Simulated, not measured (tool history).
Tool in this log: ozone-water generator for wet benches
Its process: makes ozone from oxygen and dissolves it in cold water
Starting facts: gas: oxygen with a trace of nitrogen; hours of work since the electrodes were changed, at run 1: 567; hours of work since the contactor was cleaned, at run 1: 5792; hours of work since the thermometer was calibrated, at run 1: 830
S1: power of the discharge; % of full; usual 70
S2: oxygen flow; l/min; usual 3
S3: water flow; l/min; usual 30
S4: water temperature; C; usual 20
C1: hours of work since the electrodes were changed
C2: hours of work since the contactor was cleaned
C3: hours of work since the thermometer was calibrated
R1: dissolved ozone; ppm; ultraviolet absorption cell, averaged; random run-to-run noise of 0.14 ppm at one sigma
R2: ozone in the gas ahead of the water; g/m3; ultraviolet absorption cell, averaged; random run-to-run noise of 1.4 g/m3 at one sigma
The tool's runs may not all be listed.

run 1 hour=0 | S1=70 S2=3 S3=30 S4=20 | C1=567 C2=5792 C3=830 | R1=15.8 R2=258.7
run 2 hour=43.6 | S1=71 S2=3 S3=30 S4=20 | C1=598 C2=5823 C3=861 | R1=15.9 R2=261.1
run 3 hour=75.3 | S1=71 S2=3 S3=30 S4=20 | C1=621 C2=5846 C3=884 | R1=15.9 R2=261
run 4 hour=115.9 | S1=71 S2=3 S3=30 S4=20 | C1=650 C2=5875 C3=913 | R1=15.7 R2=259
run 5 hour=137.3 | S1=70 S2=3.68 S3=30 S4=20 | C1=665 C2=5890 C3=929 | R1=17.2 R2=243
run 6 hour=156 | S1=70 S2=3.68 S3=30 S4=20 | C1=679 C2=5904 C3=942 | R1=16.8 R2=240.5
run 7 hour=196.7 | S1=70 S2=3.68 S3=30 S4=20 | C1=708 C2=5933 C3=971 | R1=16.6 R2=240
run 8 hour=218 | S1=70 S2=3.68 S3=30 S4=20 | C1=723 C2=5948 C3=986 | R1=17 R2=240.2
run 9 hour=247.9 | S1=70 S2=3.68 S3=30 S4=20 | C1=744 C2=5970 C3=1008 | R1=17 R2=241
run 10 hour=273.7 | S1=70 S2=3.68 S3=30 S4=20 | C1=763 C2=5988 C3=1026 | R1=17.1 R2=240.4
run 11 hour=297.3 | S1=70 S2=3.68 S3=30 S4=20 | C1=780 C2=6005 C3=1043 | R1=16.9 R2=242.3
run 12 hour=335.1 | S1=70 S2=3.68 S3=30 S4=20 | C1=807 C2=6032 C3=1070 | R1=16.8 R2=240.8
run 13 hour=359.7 | S1=70 S2=3.68 S3=30 S4=20 | C1=825 C2=6050 C3=1088 | R1=17 R2=239.2
run 14 hour=390.1 | S1=70 S2=3.68 S3=30 S4=20 | C1=846 C2=6072 C3=1110 | R1=17.1 R2=238.6
run 15 hour=429.5 | S1=70 S2=3.68 S3=30 S4=20 | C1=875 C2=6100 C3=1138 | R1=16.8 R2=235.2
run 16 hour=450.5 | S1=57 S2=3 S3=30 S4=20 | C1=890 C2=6115 C3=1153 | R1=13.3 R2=218.8
run 17 hour=475.4 | S1=70 S2=3 S3=30 S4=20 | C1=907 C2=6133 C3=1171 | R1=15.7 R2=254.1
run 18 hour=497.3 | S1=70 S2=3.12 S3=30 S4=20 | C1=923 C2=6148 C3=1187 | R1=15.9 R2=252.7
run 19 hour=527.7 | S1=67 S2=4.5 S3=34 S4=13 | C1=945 C2=6170 C3=1208 | R1=16.6 R2=216.8
run 20 hour=549.9 | S1=67 S2=4.5 S3=34 S4=13 | C1=961 C2=6186 C3=1224 | R1=16.7 R2=215.7
run 21 hour=570.6 | S1=67 S2=4.17 S3=24 S4=26 | C1=976 C2=6201 C3=1239 | R1=19.5 R2=220.3
run 22 hour=594.5 | S1=70 S2=3.83 S3=30 S4=20 | C1=993 C2=6218 C3=1256 | R1=17.2 R2=234
run 23 hour=623 | S1=55 S2=3.83 S3=30 S4=13 | C1=1013 C2=6238 C3=1277 | R1=15.3 R2=195.2
run 24 hour=644.9 | S1=92 S2=4.52 S3=45 S4=15 | C1=1029 C2=6254 C3=1292 | R1=15.8 R2=270.6
run 25 hour=676.7 | S1=92 S2=4.26 S3=18 S4=14 | C1=1052 C2=6277 C3=1315 | R1=35.3 R2=274.5
-- hour=700.4 gauge calibrated
run 26 hour=717.7 | S1=92 S2=4.26 S3=18 S4=14 | C1=1081 C2=6306 C3=1344 | R1=35.8 R2=282.3
run 27 hour=737.8 | S1=92 S2=4.26 S3=18 S4=14 | C1=1095 C2=6321 C3=1359 | R1=34.9 R2=282.4
run 28 hour=780 | S1=65 S2=4.28 S3=26 S4=14 | C1=1126 C2=6351 C3=1389 | R1=20.4 R2=218.6
run 29 hour=807.8 | S1=65 S2=4.28 S3=26 S4=14 | C1=1146 C2=6371 C3=1409 | R1=20.5 R2=216.6
run 30 hour=852.2 | S1=58 S2=1.95 S3=29 S4=12 | C1=1177 C2=6403 C3=1441 | R1=11.7 R2=258.8
run 31 hour=870.7 | S1=63 S2=1.95 S3=29 S4=12 | C1=1191 C2=6416 C3=1454 | R1=12.8 R2=275.3
run 32 hour=898.3 | S1=63 S2=1.95 S3=29 S4=12 | C1=1210 C2=6436 C3=1474 | R1=12.7 R2=274.6
run 33 hour=917.6 | S1=50 S2=1.56 S3=40 S4=19 | C1=1224 C2=6450 C3=1488 | R1=6.5 R2=248.4

Predict each of these 3 candidate next runs independently; none follows another, all start after run 33:
run A hour=938.2 | S1=70 S2=1.57 S3=30 S4=20 | C1=1239 C2=6464 C3=1503 | R1=? R2=?
run B hour=938.2 | S1=50 S2=1.56 S3=21 S4=19 | C1=1239 C2=6464 C3=1503 | R1=? R2=?
run C hour=938.2 | S1=77 S2=1.51 S3=40 S4=20 | C1=1239 C2=6464 C3=1503 | R1=? R2=?

run=A R1=11.5 R2=319.3
run=B R1=12.9 R2=252.8
run=C R1=8.6 R2=346.2
Take away the tool's hidden state, keep each run's random variation, and the runs would have read:
run=A R1=11.5 R2=322.7
run=B R1=12.9 R2=255.4
run=C R1=8.6 R2=349.9

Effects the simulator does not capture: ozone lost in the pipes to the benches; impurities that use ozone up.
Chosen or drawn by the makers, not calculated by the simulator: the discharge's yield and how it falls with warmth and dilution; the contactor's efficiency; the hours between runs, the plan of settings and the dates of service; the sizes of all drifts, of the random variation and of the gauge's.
